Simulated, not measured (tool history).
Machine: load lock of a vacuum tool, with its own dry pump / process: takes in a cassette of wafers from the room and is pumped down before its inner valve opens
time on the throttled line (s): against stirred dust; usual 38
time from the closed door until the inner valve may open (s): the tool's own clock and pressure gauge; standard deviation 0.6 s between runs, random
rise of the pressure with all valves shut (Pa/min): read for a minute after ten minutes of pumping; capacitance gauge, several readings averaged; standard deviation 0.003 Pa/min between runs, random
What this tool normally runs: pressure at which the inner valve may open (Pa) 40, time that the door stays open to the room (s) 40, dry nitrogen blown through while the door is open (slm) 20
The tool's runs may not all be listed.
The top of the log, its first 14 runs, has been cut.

run	hour	time on the throttled line (s)	pressure at which the inner valve may open (Pa)	time that the door stays open to the room (s)	dry nitrogen blown through while the door is open (slm)	incoming humidity of the room's air, %	time from the closed door until the inner valve may open (s)	rise of the pressure with all valves shut (Pa/min)
15	1557.9	38	40	153	20	47.4	89.7	0.136
16	1630.9	38	40	40	14	48.2	90.3	0.101
17	1745.0	38	40	40	20	41.3	89.7	0.093
18	1908.1	38	40	40	20	42.8	88.6	0.089
19	2070.0	38	40	40	20	47.1	90.6	0.100
20	2190.5	20	51	153	20	42.5	75.7	0.141
21	2323.2	20	51	153	20	47.0	74.8	0.146
22	2393.8	20	51	153	7	39.3	75.7	0.153
23	2465.9	49	51	153	7	48.1	96.6	0.178
24	2605.2	41	40	40	20	42.7	94.3	0.109
25	2769.7	22	32	149	4	41.6	80.5	0.170
26	2843.7	69	32	47	4	48.2	116.8	0.136
27	2912.0	69	32	47	4	45.9	114.0	0.132

Run 28 is up next; what results do you expect?
28	3054.8	20	29	47	4	45.7	?	?

{"run 28": {"time from the closed door until the inner valve may open (s)": 80.7, "rise of the pressure with all valves shut (Pa/min)": 0.129}}
With no hidden state in the tool, this same run would have given time from the closed door until the inner valve may open (s) 75.3, rise of the pressure with all valves shut (Pa/min) 0.055.
